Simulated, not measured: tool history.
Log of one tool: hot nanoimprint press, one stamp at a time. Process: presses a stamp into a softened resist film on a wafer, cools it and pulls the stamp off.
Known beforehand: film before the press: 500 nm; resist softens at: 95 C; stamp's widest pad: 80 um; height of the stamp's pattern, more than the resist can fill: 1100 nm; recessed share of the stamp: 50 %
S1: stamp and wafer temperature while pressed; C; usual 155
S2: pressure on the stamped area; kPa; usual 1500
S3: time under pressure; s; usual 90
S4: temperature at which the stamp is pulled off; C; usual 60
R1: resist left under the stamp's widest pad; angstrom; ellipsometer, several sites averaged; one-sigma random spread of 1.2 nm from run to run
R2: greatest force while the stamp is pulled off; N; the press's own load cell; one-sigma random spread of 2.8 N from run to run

{"run": 1, "hour": 0.0, "S1": 155, "S2": 1500, "S3": 90, "S4": 60, "R1": 1620, "R2": 151}
{"hour": 6.3, "done": "plate thermocouple calibrated"}
{"run": 2, "hour": 57.2, "S1": 145, "S2": 1500, "S3": 90, "S4": 60, "R1": 2649, "R2": 154}
{"hour": 107.8, "done": "stamp cleaned and given a new release coat"}
{"run": 3, "hour": 141.8, "S1": 145, "S2": 1500, "S3": 61, "S4": 60, "R1": 3015, "R2": 136}
{"run": 4, "hour": 210.1, "S1": 145, "S2": 1500, "S3": 61, "S4": 60, "R1": 3016, "R2": 139}
{"run": 5, "hour": 284.3, "S1": 155, "S2": 1500, "S3": 90, "S4": 53, "R1": 1742, "R2": 157}
{"run": 6, "hour": 343.0, "S1": 160, "S2": 1500, "S3": 90, "S4": 53, "R1": 1417, "R2": 164}
{"hour": 420.0, "done": "stamp cleaned and given a new release coat"}
{"run": 7, "hour": 420.0, "S1": 155, "S2": 1500, "S3": 90, "S4": 56, "R1": 1716, "R2": 130}
{"run": 8, "hour": 485.1, "S1": 155, "S2": 1500, "S3": 137, "S4": 60, "R1": 1420, "R2": 133}
{"run": 9, "hour": 537.4, "S1": 155, "S2": 1500, "S3": 137, "S4": 60, "R1": 1407, "R2": 139}
{"run": 10, "hour": 589.9, "S1": 155, "S2": 1500, "S3": 137, "S4": 60, "R1": 1410, "R2": 142}
{"run": 11, "hour": 624.3, "S1": 155, "S2": 1500, "S3": 137, "S4": 60, "R1": 1411, "R2": 145}
{"run": 12, "hour": 661.8, "S1": 155, "S2": 1500, "S3": 137, "S4": 60, "R1": 1394, "R2": 155}
{"hour": 733.6, "done": "stamp cleaned and given a new release coat"}
{"run": 13, "hour": 740.0, "S1": 155, "S2": 1500, "S3": 90, "S4": 60, "R1": 1672, "R2": 131}
{"run": 14, "hour": 796.5, "S1": 155, "S2": 1500, "S3": 90, "S4": 60, "R1": 1654, "R2": 134}
{"run": 15, "hour": 847.7, "S1": 155, "S2": 1500, "S3": 90, "S4": 60, "R1": 1663, "R2": 138}

Predict the results of run 16:
{"run": 16, "hour": 908.1, "S1": 155, "S2": 1500, "S3": 90, "S4": 60, "R1": "?", "R2": "?"}

Run 16 produced R1 1659 angstrom, R2 146 N.
With the hidden condition absent and the run-to-run variation left alone, this run would have shown R1 1780 angstrom, R2 132 N.

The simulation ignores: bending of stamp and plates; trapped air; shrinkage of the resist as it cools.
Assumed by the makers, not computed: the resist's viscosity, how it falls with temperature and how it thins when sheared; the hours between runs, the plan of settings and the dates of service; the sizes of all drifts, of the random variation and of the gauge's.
